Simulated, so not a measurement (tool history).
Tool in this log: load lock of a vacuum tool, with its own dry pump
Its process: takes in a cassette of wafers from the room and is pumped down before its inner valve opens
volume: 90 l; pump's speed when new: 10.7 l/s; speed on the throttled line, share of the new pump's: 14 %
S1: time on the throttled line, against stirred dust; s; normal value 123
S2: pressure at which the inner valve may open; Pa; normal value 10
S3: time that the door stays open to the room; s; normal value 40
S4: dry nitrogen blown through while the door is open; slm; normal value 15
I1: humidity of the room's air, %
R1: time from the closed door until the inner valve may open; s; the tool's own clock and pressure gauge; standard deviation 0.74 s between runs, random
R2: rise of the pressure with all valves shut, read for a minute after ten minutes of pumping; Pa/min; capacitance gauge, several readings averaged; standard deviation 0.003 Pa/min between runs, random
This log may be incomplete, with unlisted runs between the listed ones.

run     hour   S1  S2   S3  S4    I1     R1     R2
  1      0.0  123  10   40  15  44.9  183.4  0.025
  2    511.9  123  10   40  15  43.3  184.4  0.015
  3    978.5  123  14   40  15  45.9  180.7  0.025
  4   1441.6  123  14   40  15  43.8  180.2  0.015
  5   1796.0  123  10   40  15  47.7  183.3  0.024
  6   2357.0  123  10   40  15  49.1  184.6  0.026
  7   2827.7  123  10   40  15  44.6  183.8  0.017
  8   3404.2  123  10   40  15  44.1  183.2  0.018
  9   3877.2  123   8   40  15  46.2  185.3  0.023
 10   4212.3  123  10   40  45  44.4  184.0  0.006
 11   4784.4  123  10   40  45  47.3  184.6  0.011
 12   5263.6  123  14   40  45  45.2  180.9  0.015
 13   5608.7  123  14   40  45  45.1  181.1  0.010
 14   6114.3  123  10   40  15  44.9  184.1  0.018
 15   6724.2  123  10   40  15  47.1  183.7  0.021
 16   7246.1  104  10   40  15  46.6  169.0  0.022
      7481.6  -- dry pump taken out, an overhauled one fitted
 17   7877.8  104  10   40  15  45.0  168.2  0.021
 18   8176.2  239  10   40  15  42.7  283.2  0.024
 19   8482.6  239  10   40  15  44.5  282.3  0.030
 20   8743.3  239  10   40  15  43.2  283.1  0.019
 21   9141.3  239  10   40  15  43.9  282.9  0.019
 22   9753.3  239  10   40  15  44.5  283.4  0.024
 23  10246.4  239  10   40  15  46.6  282.0  0.025
 24  10746.6  239  10   40  15  44.3  281.6  0.021
 25  11319.0  239  10   40  15  46.8  284.0  0.021
 26  11867.9  239  10   40  15  44.8  283.0  0.024
 27  12281.5  239  10   40  15  42.0  282.7  0.019
 28  12734.3  123  12   40  15  46.2  182.1  0.025
 29  13290.8  123  12   40  15  43.3  182.0  0.022
 30  13797.0  193  10   40  25  46.3  243.2  0.024
 31  14061.6  123  10   56  15  42.0  184.5  0.029
     14122.9  -- door's seal changed, seat wiped
 32  14479.6  123  10   56  15  44.3  183.9  0.020
 33  15103.8  123  10   56   6  45.4  183.1  0.033
 34  15459.8   83   9  165   4  46.8  151.1  0.060
 35  15804.1  167  18   28  15  43.9  217.2  0.019
 36  16262.4  167  18   29   5  42.5  217.4  0.020
 37  16596.1  139   7   40  16  43.1  198.9  0.022
 38  17156.9  123  14   26  15  45.4  181.4  0.018

Table of differences, measured result less the result of that run with no hidden state. Run-to-run variation is the same in both. Gauge scatter possibly is not:
The tool's hidden condition here consists of: pump's speed, % of a new pump's; leak at the door's seal, Pa l/s; drift of the gauge itself on ready_s, %; drift of the gauge itself on rise_pa_min, %.
run      R2
  1  +0.000
  2  +0.000
  3  +0.000
  4  +0.000
  5  +0.000
  6  +0.001
  7  +0.000
  8  +0.001
  9  +0.001
 10  +0.000
 11  +0.001
 12  +0.001
 13  +0.000
 14  +0.001
 15  +0.001
 16  +0.001
 17  +0.001
 18  +0.001
 19  +0.001
 20  +0.002
 21  +0.002
 22  +0.002
 23  +0.002
 24  +0.002
 25  +0.003
 26  +0.002
 27  +0.002
 28  +0.003
 29  +0.002
 30  +0.003
 31  +0.003
 32  +0.000
 33  +0.000
 34  +0.000
 35  +0.000
 36  +0.000
 37  +0.000
 38  +0.000
R1: differs from the measured result by no more than 0.1 s in any run.

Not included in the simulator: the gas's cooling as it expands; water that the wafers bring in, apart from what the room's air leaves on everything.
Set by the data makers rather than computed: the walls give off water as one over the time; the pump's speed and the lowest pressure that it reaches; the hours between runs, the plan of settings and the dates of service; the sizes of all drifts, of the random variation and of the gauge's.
